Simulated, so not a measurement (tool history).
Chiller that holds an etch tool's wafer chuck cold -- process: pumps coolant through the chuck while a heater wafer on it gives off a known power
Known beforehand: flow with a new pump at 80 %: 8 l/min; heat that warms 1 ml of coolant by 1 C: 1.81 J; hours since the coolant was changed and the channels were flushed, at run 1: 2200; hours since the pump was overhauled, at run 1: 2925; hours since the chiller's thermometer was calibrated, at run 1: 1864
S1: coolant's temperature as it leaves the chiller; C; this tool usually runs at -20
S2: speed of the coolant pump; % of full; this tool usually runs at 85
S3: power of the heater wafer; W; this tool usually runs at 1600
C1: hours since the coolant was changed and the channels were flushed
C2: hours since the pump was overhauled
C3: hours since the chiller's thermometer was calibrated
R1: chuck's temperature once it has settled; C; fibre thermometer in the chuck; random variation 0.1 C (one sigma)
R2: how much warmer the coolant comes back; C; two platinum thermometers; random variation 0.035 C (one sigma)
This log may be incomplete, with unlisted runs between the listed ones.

Run 1, hour 0.0: usual settings; C1 2200; C2 2925; C3 1864. Result: R1 -1.2 C, R2 6.55 C.
Run 2, hour 35.0: usual settings; C1 2235; C2 2960; C3 1899. Result: R1 -1.3 C, R2 6.58 C.
Run 3, hour 88.7: usual settings but S3 1172 W; C1 2288; C2 3013; C3 1953. Result: R1 -6.1 C, R2 4.78 C.
Run 4, hour 147.2: usual settings but S3 1172 W; C1 2347; C2 3072; C3 2011. Result: R1 -6.1 C, R2 4.79 C.
Run 5, hour 211.3: usual settings but S3 1172 W; C1 2411; C2 3136; C3 2075. Result: R1 -5.9 C, R2 4.80 C.
Run 6, hour 269.8: usual settings but S3 1172 W; C1 2469; C2 3195; C3 2134. Result: R1 -6.1 C, R2 4.77 C.
Run 7, hour 323.3: usual settings but S2 84 % of full; C1 2523; C2 3248; C3 2187. Result: R1 -1.0 C, R2 6.64 C.
Run 8, hour 377.0: usual settings but S2 90 % of full; C1 2576; C2 3302; C3 2241. Result: R1 -1.6 C, R2 6.10 C.
Run 9, hour 414.2: usual settings; C1 2614; C2 3339; C3 2278. Result: R1 -0.9 C, R2 6.58 C.
Run 10, hour 449.2: usual settings; C1 2649; C2 3374; C3 2313. Result: R1 -1.0 C, R2 6.56 C.
Run 11, hour 512.6: usual settings; C1 2712; C2 3437; C3 2376. Result: R1 -0.8 C, R2 6.55 C.
Run 12, hour 554.4: usual settings but S3 881 W; C1 2754; C2 3479; C3 2418. Result: R1 -9.6 C, R2 3.62 C.
Run 13, hour 614.1: usual settings but S3 881 W; C1 2814; C2 3539; C3 2478. Result: R1 -9.2 C, R2 3.60 C.
Run 14, hour 665.6: usual settings but S2 92 % of full; C1 2865; C2 3590; C3 2530. Result: R1 -1.8 C, R2 6.02 C.
Run 15, hour 709.2: usual settings; C1 2909; C2 3634; C3 2573. Result: R1 -0.8 C, R2 6.60 C.
Run 16, hour 768.2: usual settings but S1 -24 C, S2 70 % of full, S3 927 W; C1 2968; C2 3693; C3 2632. Result: R1 -11.1 C, R2 4.74 C.
Run 17, hour 807.4: usual settings but S1 -24 C, S3 982 W; C1 3007; C2 3732; C3 2671. Result: R1 -12.1 C, R2 4.02 C.
Run 18, hour 838.5: usual settings but S1 -24 C, S3 982 W; C1 3038; C2 3763; C3 2702. Result: R1 -12.1 C, R2 3.99 C.
At hour 845.0: chiller's thermometer calibrated.
Run 19, hour 881.1: usual settings but S1 -14 C, S2 69 % of full, S3 1617 W; C1 3080; C2 3805; C3 36. Result: R1 8.9 C, R2 8.42 C.
Run 20, hour 938.5: usual settings but S2 94 % of full, S3 1850 W; C1 3137; C2 3862; C3 93. Result: R1 1.0 C, R2 6.80 C.
At hour 967.8: chiller's thermometer calibrated, once more.
Run 21, hour 984.0: usual settings but S1 -22 C, S3 1476 W; C1 3182; C2 3907; C3 16. Result: R1 -4.4 C, R2 6.16 C.
Run 22, hour 1015.7: usual settings but S1 -22 C, S3 1476 W; C1 3213; C2 3939; C3 48. Result: R1 -4.4 C, R2 6.09 C.
Run 23, hour 1083.4: usual settings but S1 -13 C, S3 1462 W; C1 3281; C2 4006; C3 116. Result: R1 4.4 C, R2 6.14 C.
Run 24, hour 1130.0: usual settings but S1 -29 C, S3 1266 W; C1 3328; C2 4053; C3 162. Result: R1 -14.0 C, R2 5.29 C.
Run 25, hour 1196.3: usual settings but S2 90 % of full, S3 1596 W; C1 3394; C2 4119; C3 228. Result: R1 -1.8 C, R2 6.19 C.
Run 26, hour 1260.1: usual settings but S2 90 % of full, S3 1596 W; C1 3458; C2 4183; C3 292. Result: R1 -1.7 C, R2 6.26 C.
Run 27, hour 1329.7: usual settings but S1 -12 C, S2 68 % of full, S3 1441 W; C1 3527; C2 4252; C3 362. Result: R1 8.4 C, R2 7.68 C.
Run 28, hour 1399.5: usual settings but S1 -17 C, S2 81 % of full, S3 2053 W; C1 3597; C2 4322; C3 432. Result: R1 8.7 C, R2 9.05 C.
Run 29, hour 1470.7: usual settings but S1 -19 C; C1 3668; C2 4393; C3 503. Result: R1 0.2 C, R2 6.62 C.
Run 30, hour 1540.2: usual settings but S1 -19 C, S3 1646 W; C1 3738; C2 4463; C3 572. Result: R1 0.7 C, R2 6.87 C.

Entry by entry between the runs, the difference in hidden state between the last listed run before and the first listed run after:
Runs 18 to 19: chiller's thermometer calibrated (hour 845.0)
  flow at a given pump speed, % of a new pump's: 94 -> 93.9; coolant's true temperature over the reading, C: 0.29 -> 0.48
  difference, measured minus the result without the unlogged condition, R1: +1.2 -> +2.2 C; R2: +0.24 -> +0.52 C
Runs 20 to 21: chiller's thermometer calibrated, once more (hour 967.8)
  heat passed by the chuck's channels, % of clean ones': 95 -> 94.9; coolant's true temperature over the reading, C: 0.48 -> -0.11
  difference, measured minus the result without the unlogged condition, R1: +2.2 -> +1.4 C; R2: +0.42 -> +0.39 C
